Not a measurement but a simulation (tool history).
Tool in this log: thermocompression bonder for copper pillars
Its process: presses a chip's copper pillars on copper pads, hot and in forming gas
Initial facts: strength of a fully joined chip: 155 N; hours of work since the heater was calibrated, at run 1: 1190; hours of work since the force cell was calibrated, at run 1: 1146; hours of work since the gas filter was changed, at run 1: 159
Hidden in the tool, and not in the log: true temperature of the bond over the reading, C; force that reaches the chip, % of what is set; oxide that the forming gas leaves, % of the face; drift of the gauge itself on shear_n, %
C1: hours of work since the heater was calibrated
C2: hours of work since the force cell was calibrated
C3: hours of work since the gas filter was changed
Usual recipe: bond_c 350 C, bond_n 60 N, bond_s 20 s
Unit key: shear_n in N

Run 1, hour 0.0: usual settings; C1 1190; C2 1146; C3 159. Result: shear_n 63.1 N.
Run 2, hour 35.7: usual settings; C1 1216; C2 1172; C3 186. Result: shear_n 63.4 N.
Run 3, hour 59.1: usual settings; C1 1234; C2 1190; C3 203. Result: shear_n 62.9 N.
Run 4, hour 95.9: usual settings but bond_s 14 s; C1 1261; C2 1217; C3 231. Result: shear_n 53.2 N.
Run 5, hour 136.4: usual settings but bond_c 325 C; C1 1291; C2 1247; C3 261. Result: shear_n 42.9 N.
Run 6, hour 165.2: usual settings but bond_c 325 C; C1 1313; C2 1269; C3 282. Result: shear_n 44.1 N.
Run 7, hour 205.9: usual settings but bond_c 325 C, bond_n 49 N; C1 1343; C2 1299; C3 313. Result: shear_n 36.9 N.
At hour 219.7: heater calibrated with a thermocouple chip.
Run 8, hour 243.1: usual settings but bond_c 325 C, bond_n 42 N; C1 17; C2 1325; C3 339. Result: shear_n 37.3 N.
Run 9, hour 274.3: usual settings but bond_c 325 C, bond_n 49 N; C1 41; C2 1348; C3 362. Result: shear_n 41.2 N.
At hour 292.8: forming gas filter changed.
Run 10, hour 308.7: usual settings but bond_c 325 C, bond_n 49 N; C1 66; C2 1374; C3 12. Result: shear_n 43.6 N.
At hour 342.8: force cell calibrated.
Run 11, hour 347.5: usual settings but bond_c 325 C, bond_n 62 N; C1 94; C2 3; C3 40. Result: shear_n 54.8 N.
Run 12, hour 366.2: usual settings; C1 108; C2 17; C3 54. Result: shear_n 71.4 N.

The next listed run, before its measurement:
Run 13, hour 396.1: usual settings but bond_n 48 N, bond_s 27 s; C1 130; C2 40; C3 76. Result: shear_n ?.

{"run 13": {"shear_n": 67.7}}
With no hidden state in the tool, this same run would have given shear_n 68.6 N.
